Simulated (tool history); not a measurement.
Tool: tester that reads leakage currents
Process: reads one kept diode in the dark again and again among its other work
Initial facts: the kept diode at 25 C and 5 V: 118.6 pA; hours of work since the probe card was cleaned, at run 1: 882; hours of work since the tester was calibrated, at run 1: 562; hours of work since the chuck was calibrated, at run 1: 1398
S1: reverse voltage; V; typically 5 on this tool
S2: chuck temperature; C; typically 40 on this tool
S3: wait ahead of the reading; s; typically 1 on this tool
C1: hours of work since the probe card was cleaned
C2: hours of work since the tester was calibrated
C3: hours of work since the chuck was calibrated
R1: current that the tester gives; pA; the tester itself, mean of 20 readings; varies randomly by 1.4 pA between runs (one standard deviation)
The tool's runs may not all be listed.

run 1 hour=0 | S1=5 S2=40 S3=1 | C1=882 C2=562 C3=1398 | R1=490.8
run 2 hour=35.5 | S1=5 S2=40 S3=1 | C1=901 C2=581 C3=1416 | R1=492.94
run 3 hour=81.3 | S1=5 S2=40 S3=1 | C1=925 C2=605 C3=1441 | R1=490.45
run 4 hour=144.6 | S1=2.62 S2=40 S3=1 | C1=958 C2=638 C3=1474 | R1=369.16
run 5 hour=210 | S1=2.62 S2=40 S3=1 | C1=992 C2=673 C3=1508 | R1=370.2
run 6 hour=266 | S1=1.41 S2=40 S3=1 | C1=1022 C2=702 C3=1538 | R1=280.64
run 7 hour=334.1 | S1=5 S2=40 S3=1 | C1=1058 C2=738 C3=1573 | R1=492.54
run 8 hour=370 | S1=5 S2=40 S3=1 | C1=1077 C2=757 C3=1592 | R1=494.29
run 9 hour=441.2 | S1=5 S2=40 S3=1 | C1=1114 C2=794 C3=1630 | R1=494.63
-- hour=450.1 probe card cleaned and baked
run 10 hour=499.5 | S1=5 S2=40 S3=1 | C1=26 C2=823 C3=1659 | R1=504.96
run 11 hour=542.9 | S1=5 S2=44 S3=1 | C1=49 C2=846 C3=1681 | R1=699.54
run 12 hour=606.3 | S1=5 S2=40 S3=0.4 | C1=82 C2=879 C3=1715 | R1=505.01
run 13 hour=662.6 | S1=5 S2=40 S3=0.4 | C1=112 C2=909 C3=1744 | R1=507.07
run 14 hour=705.6 | S1=5 S2=40 S3=1 | C1=134 C2=932 C3=1767 | R1=506.49
run 15 hour=743.8 | S1=5 S2=40 S3=1 | C1=154 C2=952 C3=1787 | R1=506.68
-- hour=774.6 chuck's temperature calibrated
run 16 hour=804.7 | S1=5 S2=40 S3=1 | C1=185 C2=982 C3=16 | R1=478.31
-- hour=828.6 probe card cleaned and baked, once more
run 17 hour=865.7 | S1=5 S2=40 S3=1 | C1=19 C2=1013 C3=46 | R1=453.92
run 18 hour=921.7 | S1=5 S2=40 S3=1 | C1=49 C2=1042 C3=76 | R1=455.76
run 19 hour=975 | S1=1.06 S2=38 S3=1.18 | C1=77 C2=1070 C3=104 | R1=195.56
run 20 hour=1046.5 | S1=1.06 S2=21 S3=0.66 | C1=114 C2=1108 C3=141 | R1=41.2
run 21 hour=1093.1 | S1=1.27 S2=21 S3=2.97 | C1=139 C2=1132 C3=166 | R1=44.35
run 22 hour=1143.7 | S1=5.29 S2=24 S3=2.97 | C1=165 C2=1159 C3=192 | R1=111.43
run 23 hour=1206.2 | S1=7.16 S2=40 S3=1 | C1=198 C2=1192 C3=225 | R1=536.96
run 24 hour=1257.8 | S1=5 S2=41 S3=1.79 | C1=225 C2=1219 C3=252 | R1=498.99
run 25 hour=1326 | S1=5 S2=41 S3=1.79 | C1=261 C2=1255 C3=288 | R1=501.79
run 26 hour=1389.9 | S1=2.45 S2=41 S3=9.58 | C1=295 C2=1288 C3=322 | R1=367.09
run 27 hour=1454.5 | S1=2.45 S2=41 S3=9.58 | C1=329 C2=1322 C3=356 | R1=367.78
run 28 hour=1490.9 | S1=5 S2=60 S3=1 | C1=348 C2=1341 C3=375 | R1=2303.14
run 29 hour=1548.6 | S1=1.31 S2=43 S3=1 | C1=378 C2=1372 C3=405 | R1=331.21
run 30 hour=1621.2 | S1=4.87 S2=20 S3=1 | C1=416 C2=1410 C3=443 | R1=77.69

How would selected steps in R1 from run to run divide? Give the signed amount a tool lacking its hidden state would still show from settings, what came in and random variation, and the signed amount left for the hidden state, including any gauge scatter that is not in both of the compared results.
Hidden state present: stray current of the dirty probe card, pA a volt; current scale over the true one, %; true chuck temperature over the reading, C; drift of the gauge itself on leakage_pa, %.
Run 6 -> 7: S1 1.41 -> 5. R1 +211.9 pA: hidden state +17.39, all else +194.51.
Run 15 -> 16: chuck's temperature calibrated. R1 -28.37 pA: hidden state -29.02, all else +0.65.
Run 16 -> 17: probe card cleaned and baked, once more. R1 -24.39 pA: hidden state -23.84, all else -0.55.
Run 22 -> 23: S1 5.29 -> 7.16, S2 24 -> 40, S3 2.97 -> 1. R1 +425.53 pA: hidden state -3.88, all else +429.41.
Run 27 -> 28: S1 2.45 -> 5, S2 41 -> 60, S3 9.58 -> 1. R1 +1935.36 pA: hidden state -14, all else +1949.36.
Run 28 -> 29: S1 5 -> 1.31, S2 60 -> 43. R1 -1971.93 pA: hidden state +14.03, all else -1985.96.

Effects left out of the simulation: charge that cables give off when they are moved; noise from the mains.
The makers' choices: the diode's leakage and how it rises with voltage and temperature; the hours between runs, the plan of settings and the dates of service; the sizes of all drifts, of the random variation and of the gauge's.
